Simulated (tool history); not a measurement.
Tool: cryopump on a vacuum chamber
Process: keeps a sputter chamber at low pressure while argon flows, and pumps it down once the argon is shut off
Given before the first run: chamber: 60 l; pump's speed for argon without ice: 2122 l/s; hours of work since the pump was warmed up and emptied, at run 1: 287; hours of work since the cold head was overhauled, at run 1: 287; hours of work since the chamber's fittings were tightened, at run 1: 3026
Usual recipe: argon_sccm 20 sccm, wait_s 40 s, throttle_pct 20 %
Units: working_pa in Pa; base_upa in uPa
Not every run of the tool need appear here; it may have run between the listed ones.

run,hour,argon_sccm,wait_s,throttle_pct,hours of work since the pump was warmed up and emptied,hours of work since the cold head was overhauled,hours of work since the chamber's fittings were tightened,working_pa,base_upa
1,0,20,40,20,287,287,3026,0.0803,2.76
2,9,20,40,20,295,295,3034,0.0812,2.76
3,22,20,40,20,306,306,3045,0.081,2.77
4,31.3,20,40,20,315,315,3053,0.0818,2.81
5,49.9,20,120,20,331,331,3070,0.0814,1.75
6,66.5,20,120,20,346,346,3085,0.0822,1.68
7,83.1,20,40,20,361,361,3099,0.0814,2.89
8,98.2,20,40,20,374,374,3113,0.0817,2.87
9,111.7,20,40,22,386,386,3125,0.0739,2.83
10,129,20,40,22,401,401,3140,0.0749,2.8
11,145.2,20,40,22,416,416,3154,0.0744,2.79
12,157.2,20,40,20,426,426,3165,0.0823,2.79
13,170.5,20,40,20,438,438,3177,0.0817,2.79
14,180.9,20,40,16,447,447,3186,0.1017,2.84
15,195,20,40,16,460,460,3199,0.1016,2.88
16,214.4,20,40,20,477,477,3216,0.0827,2.92
17,232.4,20,52,20,493,493,3232,0.0822,2.5
18,241.8,20,82,20,501,501,3240,0.0831,2.05
19,259.9,9,239,23,517,517,3256,0.0328,1.58
20,280.9,20,40,24,536,536,3275,0.0693,2.98
# hour 291: leaking fittings of the chamber tightened, without venting
21,302.8,8,83,21,554,554,11,0.0315,0.96
22,317.7,17,28,20,567,567,24,0.0702,2.52
23,331.8,17,102,50,579,579,36,0.0306,0.8
24,352.6,17,102,55,598,598,55,0.0281,0.84

Expected results for the next run?
25,365.6,20,40,19,609,609,66,?,?

working_pa: 0.0875 Pa
base_upa: 1.83 uPa
With the hidden condition absent and the run-to-run variation left alone, this run would have shown working_pa 0.0838 Pa, base_upa 1.76 uPa.
